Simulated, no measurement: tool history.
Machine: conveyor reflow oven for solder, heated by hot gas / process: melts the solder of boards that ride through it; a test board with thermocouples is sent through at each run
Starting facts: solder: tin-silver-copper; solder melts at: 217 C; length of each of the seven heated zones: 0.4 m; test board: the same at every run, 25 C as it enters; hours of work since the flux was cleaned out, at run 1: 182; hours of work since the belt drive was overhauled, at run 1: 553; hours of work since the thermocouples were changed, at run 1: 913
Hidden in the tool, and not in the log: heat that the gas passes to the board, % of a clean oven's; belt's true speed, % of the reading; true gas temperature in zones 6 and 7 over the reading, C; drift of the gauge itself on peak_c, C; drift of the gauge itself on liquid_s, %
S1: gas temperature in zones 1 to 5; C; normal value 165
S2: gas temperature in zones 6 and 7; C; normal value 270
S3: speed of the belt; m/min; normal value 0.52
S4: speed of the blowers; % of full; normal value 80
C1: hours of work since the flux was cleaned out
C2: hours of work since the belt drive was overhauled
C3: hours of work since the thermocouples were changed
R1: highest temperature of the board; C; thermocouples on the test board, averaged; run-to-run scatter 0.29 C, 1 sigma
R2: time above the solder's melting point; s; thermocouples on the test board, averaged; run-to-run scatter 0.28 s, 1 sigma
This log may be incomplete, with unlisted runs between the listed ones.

run,day,S1,S2,S3,S4,C1,C2,C3,R1,R2
1,0,165,270,0.52,80,182,553,913,248.9,63.7
2,1.242,165,270,0.52,80,200,571,930,248.8,63
3,2.542,165,270,0.52,80,218,589,949,249,62.4
4,3.6,165,270,0.52,53,233,604,963,243.8,55.2
5,4.738,165,270,0.52,72,249,620,980,247.9,60.2
6,6.062,165,270,0.52,72,268,639,998,247.5,60.6
# day 6.367: flux residue cleaned out of gas plates and filters
7,7.262,165,270,0.52,61,13,653,1012,247.2,59.7
8,8.296,165,270,0.52,77,27,668,1027,249.6,63.7
9,9.579,165,270,0.52,80,45,686,1045,250.1,64.3
10,10.867,165,270,0.459,80,63,704,1063,253.9,78.5
11,11.575,165,270,0.459,80,73,714,1073,253.2,78.1
12,12.846,165,270,0.459,80,91,732,1091,253.8,77.8
13,13.779,165,270,0.52,77,105,745,1104,249.1,63.3
14,15.083,165,270,0.52,77,123,763,1123,249.3,62.8
15,15.796,158,270,0.52,77,133,773,1133,247.6,59
16,16.592,158,259,0.616,78,144,785,1144,231.9,30.6
# day 16.854: belt drive overhauled, speed set with a stopwatch
17,17.462,158,259,0.616,78,154,9,1154,232.1,31.7
18,18.621,165,270,0.52,71,171,25,1170,248.1,62.6
19,19.338,179,270,0.513,50,181,35,1180,247.2,67.6
# day 19.725: belt drive overhauled, speed set with a stopwatch, once more
20,20.462,179,270,0.513,50,194,10,1194,245.6,63
21,21.775,167,270,0.513,50,213,29,1212,242.9,54.2
22,22.838,165,260,0.52,71,228,44,1227,238.1,49.3
# day 23.875: thermocouples of zones 6 and 7 changed
23,23.95,165,260,0.52,71,242,58,1,240.5,52.3
24,24.912,171,285,0.52,63,256,72,15,260.8,74.1
25,25.733,171,285,0.52,63,267,84,26,261.4,73.4
# day 26.092: flux residue cleaned out of gas plates and filters
26,27.221,165,275,0.52,74,16,102,44,255.2,67.7
27,28.379,165,275,0.52,74,32,118,61,254.9,67.2
28,30.025,165,275,0.52,74,55,141,84,255.1,67.5
29,31.538,165,275,0.52,74,77,163,105,254.8,67.1
30,32.35,165,270,0.565,59,88,174,117,243.6,50.5

Selected run-to-run steps in R1, each split into two signed amounts: the part the tool would show with no hidden state at all (from settings, incoming material and random variation), and the remainder, which goes to the hidden state together with any gauge scatter not common to the measured and the hidden-state-free results:
Run 6 -> 7: S4 72 -> 61, flux residue cleaned out of gas plates and filters. R1 -0.3 C: hidden state +1.7, all else -2.
Run 15 -> 16: S2 270 -> 259, S3 0.52 -> 0.616, S4 77 -> 78. R1 -15.7 C: hidden state +0, all else -15.7.
Run 17 -> 18: S1 158 -> 165, S2 259 -> 270, S3 0.616 -> 0.52, S4 78 -> 71. R1 +16 C: hidden state -0.2, all else +16.2.
Run 22 -> 23: thermocouples of zones 6 and 7 changed. R1 +2.4 C: hidden state +2.7, all else -0.3.
Run 23 -> 24: S1 165 -> 171, S2 260 -> 285, S4 71 -> 63. R1 +20.3 C: hidden state -0.3, all else +20.6.
Run 25 -> 26: S1 171 -> 165, S2 285 -> 275, S4 63 -> 74, flux residue cleaned out of gas plates and filters. R1 -6.2 C: hidden state +1.4, all else -7.6.
